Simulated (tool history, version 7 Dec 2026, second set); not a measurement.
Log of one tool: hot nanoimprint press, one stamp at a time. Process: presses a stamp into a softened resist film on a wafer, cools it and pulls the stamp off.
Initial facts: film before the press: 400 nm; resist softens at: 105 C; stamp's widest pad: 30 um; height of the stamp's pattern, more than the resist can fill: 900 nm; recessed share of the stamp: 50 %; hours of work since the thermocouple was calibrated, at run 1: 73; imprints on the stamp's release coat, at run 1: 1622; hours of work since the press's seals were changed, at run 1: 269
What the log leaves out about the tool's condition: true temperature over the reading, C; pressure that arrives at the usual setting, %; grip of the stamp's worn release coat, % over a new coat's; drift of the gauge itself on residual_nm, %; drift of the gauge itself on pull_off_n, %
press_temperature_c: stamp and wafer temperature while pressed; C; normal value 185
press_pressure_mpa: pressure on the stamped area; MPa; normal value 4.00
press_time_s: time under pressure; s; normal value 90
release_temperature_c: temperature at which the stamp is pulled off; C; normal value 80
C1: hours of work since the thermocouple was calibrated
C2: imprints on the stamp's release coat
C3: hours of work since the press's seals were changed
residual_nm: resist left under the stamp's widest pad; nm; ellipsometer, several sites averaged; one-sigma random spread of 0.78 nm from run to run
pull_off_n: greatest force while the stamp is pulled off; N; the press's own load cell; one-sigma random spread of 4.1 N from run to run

run 1 hour=0.0 | press_temperature_c=185 press_pressure_mpa=4.00 press_time_s=90 release_temperature_c=80 | C1=73 C2=1622 C3=269 | residual_nm=160.0 pull_off_n=272
run 2 hour=12.2 | press_temperature_c=185 press_pressure_mpa=4.00 press_time_s=90 release_temperature_c=80 | C1=79 C2=1657 C3=275 | residual_nm=160.5 pull_off_n=264
run 3 hour=24.4 | press_temperature_c=185 press_pressure_mpa=4.85 press_time_s=90 release_temperature_c=80 | C1=84 C2=1693 C3=280 | residual_nm=145.9 pull_off_n=262
run 4 hour=39.1 | press_temperature_c=185 press_pressure_mpa=4.85 press_time_s=90 release_temperature_c=80 | C1=91 C2=1735 C3=287 | residual_nm=144.9 pull_off_n=264
run 5 hour=53.1 | press_temperature_c=185 press_pressure_mpa=5.39 press_time_s=90 release_temperature_c=80 | C1=97 C2=1776 C3=293 | residual_nm=137.6 pull_off_n=268
run 6 hour=67.4 | press_temperature_c=185 press_pressure_mpa=5.39 press_time_s=90 release_temperature_c=80 | C1=103 C2=1818 C3=299 | residual_nm=136.9 pull_off_n=272
-- hour=83.7 stamp cleaned and given a new release coat
run 7 hour=84.7 | press_temperature_c=185 press_pressure_mpa=4.00 press_time_s=90 release_temperature_c=80 | C1=108 C2=3 C3=304 | residual_nm=159.5 pull_off_n=187
run 8 hour=95.6 | press_temperature_c=185 press_pressure_mpa=3.65 press_time_s=90 release_temperature_c=80 | C1=113 C2=35 C3=309 | residual_nm=167.1 pull_off_n=194
run 9 hour=108.5 | press_temperature_c=185 press_pressure_mpa=3.65 press_time_s=90 release_temperature_c=80 | C1=119 C2=72 C3=315 | residual_nm=166.4 pull_off_n=200
run 10 hour=122.5 | press_temperature_c=185 press_pressure_mpa=2.82 press_time_s=90 release_temperature_c=80 | C1=125 C2=113 C3=321 | residual_nm=188.7 pull_off_n=207
run 11 hour=139.9 | press_temperature_c=185 press_pressure_mpa=2.82 press_time_s=90 release_temperature_c=80 | C1=133 C2=164 C3=329 | residual_nm=189.0 pull_off_n=198
run 12 hour=155.6 | press_temperature_c=185 press_pressure_mpa=4.00 press_time_s=90 release_temperature_c=80 | C1=140 C2=209 C3=336 | residual_nm=157.7 pull_off_n=199
run 13 hour=166.7 | press_temperature_c=185 press_pressure_mpa=4.00 press_time_s=90 release_temperature_c=80 | C1=145 C2=241 C3=340 | residual_nm=158.7 pull_off_n=205
run 14 hour=179.7 | press_temperature_c=185 press_pressure_mpa=4.00 press_time_s=90 release_temperature_c=80 | C1=150 C2=279 C3=346 | residual_nm=158.5 pull_off_n=208
run 15 hour=187.9 | press_temperature_c=185 press_pressure_mpa=4.00 press_time_s=90 release_temperature_c=80 | C1=154 C2=303 C3=350 | residual_nm=158.9 pull_off_n=206
run 16 hour=195.9 | press_temperature_c=185 press_pressure_mpa=4.00 press_time_s=116 release_temperature_c=80 | C1=157 C2=326 C3=353 | residual_nm=143.5 pull_off_n=202
run 17 hour=211.7 | press_temperature_c=181 press_pressure_mpa=4.13 press_time_s=90 release_temperature_c=77 | C1=164 C2=372 C3=360 | residual_nm=182.7 pull_off_n=217
run 18 hour=218.9 | press_temperature_c=192 press_pressure_mpa=5.19 press_time_s=147 release_temperature_c=80 | C1=168 C2=393 C3=364 | residual_nm=86.5 pull_off_n=203
-- hour=223.6 plate thermocouple calibrated
run 19 hour=234.8 | press_temperature_c=185 press_pressure_mpa=4.00 press_time_s=51 release_temperature_c=80 | C1=5 C2=430 C3=369 | residual_nm=190.9 pull_off_n=205
run 20 hour=241.9 | press_temperature_c=185 press_pressure_mpa=2.65 press_time_s=132 release_temperature_c=80 | C1=8 C2=451 C3=372 | residual_nm=162.8 pull_off_n=209
run 21 hour=253.3 | press_temperature_c=185 press_pressure_mpa=2.65 press_time_s=48 release_temperature_c=80 | C1=13 C2=484 C3=377 | residual_nm=233.6 pull_off_n=210
-- hour=258.1 plate thermocouple calibrated, once more
run 22 hour=267.5 | press_temperature_c=178 press_pressure_mpa=2.60 press_time_s=55 release_temperature_c=80 | C1=4 C2=517 C3=382 | residual_nm=287.2 pull_off_n=208
run 23 hour=279.7 | press_temperature_c=178 press_pressure_mpa=2.60 press_time_s=55 release_temperature_c=80 | C1=10 C2=552 C3=388 | residual_nm=286.4 pull_off_n=212
run 24 hour=289.9 | press_temperature_c=178 press_pressure_mpa=2.60 press_time_s=55 release_temperature_c=80 | C1=14 C2=582 C3=392 | residual_nm=286.1 pull_off_n=217
run 25 hour=299.8 | press_temperature_c=178 press_pressure_mpa=2.89 press_time_s=111 release_temperature_c=80 | C1=18 C2=611 C3=397 | residual_nm=227.7 pull_off_n=227
run 26 hour=313.4 | press_temperature_c=178 press_pressure_mpa=2.47 press_time_s=133 release_temperature_c=71 | C1=25 C2=650 C3=403 | residual_nm=228.9 pull_off_n=269
run 27 hour=330.6 | press_temperature_c=178 press_pressure_mpa=2.47 press_time_s=133 release_temperature_c=71 | C1=32 C2=700 C3=410 | residual_nm=228.5 pull_off_n=267
run 28 hour=339.3 | press_temperature_c=193 press_pressure_mpa=5.05 press_time_s=143 release_temperature_c=84 | C1=36 C2=725 C3=414 | residual_nm=88.0 pull_off_n=207
run 29 hour=352.9 | press_temperature_c=185 press_pressure_mpa=4.69 press_time_s=90 release_temperature_c=80 | C1=42 C2=765 C3=420 | residual_nm=151.1 pull_off_n=224
run 30 hour=368.7 | press_temperature_c=185 press_pressure_mpa=4.00 press_time_s=90 release_temperature_c=77 | C1=49 C2=811 C3=427 | residual_nm=163.0 pull_off_n=244
run 31 hour=381.4 | press_temperature_c=196 press_pressure_mpa=4.00 press_time_s=113 release_temperature_c=80 | C1=55 C2=847 C3=433 | residual_nm=97.9 pull_off_n=233

Here are 3 independent what-if runs from the current tool condition. What would each one return?
run A hour=397.2 | press_temperature_c=196 press_pressure_mpa=4.00 press_time_s=113 release_temperature_c=70 | C1=62 C2=893 C3=440 | residual_nm=? pull_off_n=?
run B hour=397.2 | press_temperature_c=185 press_pressure_mpa=3.32 press_time_s=90 release_temperature_c=80 | C1=62 C2=893 C3=440 | residual_nm=? pull_off_n=?
run C hour=397.2 | press_temperature_c=177 press_pressure_mpa=4.00 press_time_s=113 release_temperature_c=80 | C1=62 C2=893 C3=440 | residual_nm=? pull_off_n=?

run=A residual_nm=98.8 pull_off_n=277
run=B residual_nm=177.3 pull_off_n=226
run=C residual_nm=204.8 pull_off_n=235
What these runs would have given with no unlogged condition in the tool:
run=A residual_nm=97.6 pull_off_n=235
run=B residual_nm=176.0 pull_off_n=192
run=C residual_nm=203.0 pull_off_n=199

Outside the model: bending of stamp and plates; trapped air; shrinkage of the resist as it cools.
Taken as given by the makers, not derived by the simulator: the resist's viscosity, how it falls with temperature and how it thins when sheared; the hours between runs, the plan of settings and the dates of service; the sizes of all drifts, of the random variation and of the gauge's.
